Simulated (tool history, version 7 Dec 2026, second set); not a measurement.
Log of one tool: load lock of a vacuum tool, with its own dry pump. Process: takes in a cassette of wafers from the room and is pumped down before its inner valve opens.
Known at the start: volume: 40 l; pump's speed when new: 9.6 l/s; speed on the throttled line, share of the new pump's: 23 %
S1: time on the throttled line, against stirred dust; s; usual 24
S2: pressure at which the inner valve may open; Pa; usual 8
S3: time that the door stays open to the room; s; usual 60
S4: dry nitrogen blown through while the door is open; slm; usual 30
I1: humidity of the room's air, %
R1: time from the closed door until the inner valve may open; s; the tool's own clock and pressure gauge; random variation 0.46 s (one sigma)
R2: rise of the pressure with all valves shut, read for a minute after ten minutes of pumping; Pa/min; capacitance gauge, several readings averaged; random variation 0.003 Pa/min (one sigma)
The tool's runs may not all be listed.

Run 1, day 0: usual settings; I1 43.1. Result: R1 62.4 s, R2 0.067 Pa/min.
Run 2, day 2.629: usual settings; I1 48.5. Result: R1 64.2 s, R2 0.072 Pa/min.
Run 3, day 6.146: usual settings but S2 14 Pa; I1 41.3. Result: R1 60 s, R2 0.067 Pa/min.
Run 4, day 8.496: usual settings but S2 14 Pa; I1 46.5. Result: R1 60.2 s, R2 0.074 Pa/min.
Run 5, day 13.029: usual settings but S2 14 Pa; I1 42.1. Result: R1 60.8 s, R2 0.075 Pa/min.
Run 6, day 18.021: usual settings but S2 14 Pa; I1 43.1. Result: R1 60.9 s, R2 0.076 Pa/min.
Run 7, day 20.246: usual settings but S2 14 Pa; I1 43.5. Result: R1 60.3 s, R2 0.072 Pa/min.
Run 8, day 24.338: usual settings but S2 14 Pa; I1 45.1. Result: R1 61.2 s, R2 0.077 Pa/min.
Run 9, day 29.067: usual settings but S4 14 slm; I1 41.8. Result: R1 63.5 s, R2 0.086 Pa/min.
Run 10, day 32.646: usual settings; I1 45.9. Result: R1 63 s, R2 0.079 Pa/min.
Run 11, day 35.217: usual settings; I1 46.1. Result: R1 63.8 s, R2 0.082 Pa/min.
Run 12, day 39.45: usual settings but S3 44 s; I1 43.6. Result: R1 63.4 s, R2 0.077 Pa/min.
Run 13, day 44.433: usual settings but S2 16 Pa; I1 46.7. Result: R1 60.6 s, R2 0.079 Pa/min.
Run 14, day 46.679: usual settings but S2 16 Pa; I1 47.8. Result: R1 60.3 s, R2 0.084 Pa/min.
Run 15, day 51.842: usual settings but S2 16 Pa; I1 42.8. Result: R1 60 s, R2 0.083 Pa/min.
Run 16, day 54.796: usual settings but S2 16 Pa; I1 46.1. Result: R1 60.6 s, R2 0.09 Pa/min.
Run 17, day 58.092: usual settings but S2 7 Pa, S3 150 s, S4 5 slm; I1 45.3. Result: R1 64.6 s, R2 0.154 Pa/min.
Run 18, day 60.446: usual settings but S2 7 Pa, S3 150 s, S4 5 slm; I1 45.9. Result: R1 65 s, R2 0.155 Pa/min.
Run 19, day 64.846: usual settings but S2 7 Pa, S3 150 s, S4 5 slm; I1 41.6. Result: R1 65.5 s, R2 0.149 Pa/min.
Run 20, day 68.15: usual settings but S2 7 Pa, S3 150 s, S4 5 slm; I1 41.1. Result: R1 64.5 s, R2 0.15 Pa/min.
Run 21, day 70.504: usual settings but S2 7 Pa, S3 150 s, S4 5 slm; I1 44.8. Result: R1 63.9 s, R2 0.164 Pa/min.
Run 22, day 74.558: usual settings but S1 26 s, S2 11 Pa, S3 58 s, S4 6 slm; I1 45. Result: R1 64.1 s, R2 0.124 Pa/min.
Run 23, day 77.888: usual settings but S1 31 s, S2 10 Pa, S3 27 s, S4 7 slm; I1 44.7. Result: R1 68 s, R2 0.101 Pa/min.
Run 24, day 80.158: usual settings but S1 38 s; I1 44.2. Result: R1 74.6 s, R2 0.099 Pa/min.
Run 25, day 84.638: usual settings but S1 38 s; I1 44. Result: R1 74.6 s, R2 0.098 Pa/min.
Run 26, day 90.025: usual settings but S1 38 s, S2 7 Pa, S3 80 s; I1 46.5. Result: R1 74.2 s, R2 0.101 Pa/min.
Run 27, day 94.217: usual settings but S1 38 s, S2 7 Pa, S3 80 s; I1 45.7. Result: R1 75.6 s, R2 0.101 Pa/min.
Run 28, day 96.917: usual settings but S1 17 s, S4 16 slm; I1 46.4. Result: R1 59.4 s, R2 0.118 Pa/min.

5 ways to go on from here, each from the tool as it stands after run 28. What would each give?
Run A, day 101.258: usual settings but S1 28 s, S3 164 s, S4 7 slm; I1 46. Result: R1 ?, R2 ?.
Run B, day 101.258: usual settings but S1 19 s, S4 5 slm; I1 45.2. Result: R1 ?, R2 ?.
Run C, day 101.258: usual settings but S1 43 s, S3 42 s; I1 44.9. Result: R1 ?, R2 ?.
Run D, day 101.258: usual settings but S1 17 s, S2 9 Pa, S4 16 slm; I1 47.1. Result: R1 ?, R2 ?.
Run E, day 101.258: usual settings but S1 17 s, S3 31 s, S4 16 slm; I1 47.5. Result: R1 ?, R2 ?.

run    R1     R2
  A  67.9  0.169
  B  60.6  0.142
  C  79.2  0.099
  D  58.9  0.118
  E  59.3  0.106
Without the tool's hidden state the same runs would have given:
run    R1     R2
  A  61.4  0.101
  B  53.9  0.073
  C  73.4  0.033
  D  52.2  0.051
  E  52.4  0.039
